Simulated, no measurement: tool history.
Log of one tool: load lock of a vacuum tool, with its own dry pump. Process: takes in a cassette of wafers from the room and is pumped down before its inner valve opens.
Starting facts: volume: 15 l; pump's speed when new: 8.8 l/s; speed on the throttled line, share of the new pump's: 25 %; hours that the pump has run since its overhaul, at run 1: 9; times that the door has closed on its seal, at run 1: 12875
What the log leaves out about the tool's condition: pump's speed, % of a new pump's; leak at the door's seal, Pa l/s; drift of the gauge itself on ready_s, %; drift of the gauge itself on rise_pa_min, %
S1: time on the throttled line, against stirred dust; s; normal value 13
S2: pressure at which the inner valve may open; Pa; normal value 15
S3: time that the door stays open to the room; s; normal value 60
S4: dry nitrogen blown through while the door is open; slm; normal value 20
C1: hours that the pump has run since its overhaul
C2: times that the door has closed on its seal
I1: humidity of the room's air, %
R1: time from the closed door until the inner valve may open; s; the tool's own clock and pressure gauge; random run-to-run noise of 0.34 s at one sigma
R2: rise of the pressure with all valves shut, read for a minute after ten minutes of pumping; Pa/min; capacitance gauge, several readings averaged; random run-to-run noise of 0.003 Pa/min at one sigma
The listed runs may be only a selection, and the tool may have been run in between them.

run    hour  S1  S2   S3  S4    C1     C2    I1    R1     R2
  1     0.0  13  15   60  20     9  12875  41.5  24.6  0.067
  2   102.8  13  15   60  20   112  13228  45.7  24.4  0.080
  3   225.0  13  15   60  20   234  13646  47.0  24.9  0.085
  4   352.9  13  15   38  20   362  14085  41.3  25.4  0.071
  5   446.9  13  11   38  20   456  14407  42.6  26.0  0.071
  6   583.4  13  11   38  20   592  14875  49.2  24.9  0.072
  7   667.2  13  11   38  20   676  15163  44.1  25.3  0.075
  8   768.2  13  20   38  20   777  15509  45.8  24.9  0.077
  9   919.2  13  15   60  20   928  16027  48.7  24.8  0.090
 10  1052.4  13  15   60  20  1061  16483  40.8  24.8  0.083
 11  1134.7  18  22   60  19  1144  16765  43.8  28.8  0.092
 12  1255.2  22  15  163  20  1264  17178  45.7  31.7  0.142
 13  1360.9  15  20   73  18  1370  17541  43.8  25.5  0.098
 14  1479.2  15  23   50  16  1488  17947  47.7  26.2  0.096
 15  1542.4  15  23   50  16  1551  18163  44.6  26.2  0.095
 16  1638.4  21  20   28  44  1647  18492  44.8  31.1  0.074

Run 17, settings as shown, results not yet in. Your forecast:
 17  1794.4   7  22  132  22  1803  19027  44.8   ?   ?

Run 17 came out at R1 20.4 s, R2 0.130 Pa/min.
Take away the tool's hidden state, keep the run-to-run variation as it was, and the same run would have given R1 20.1 s, R2 0.083 Pa/min.
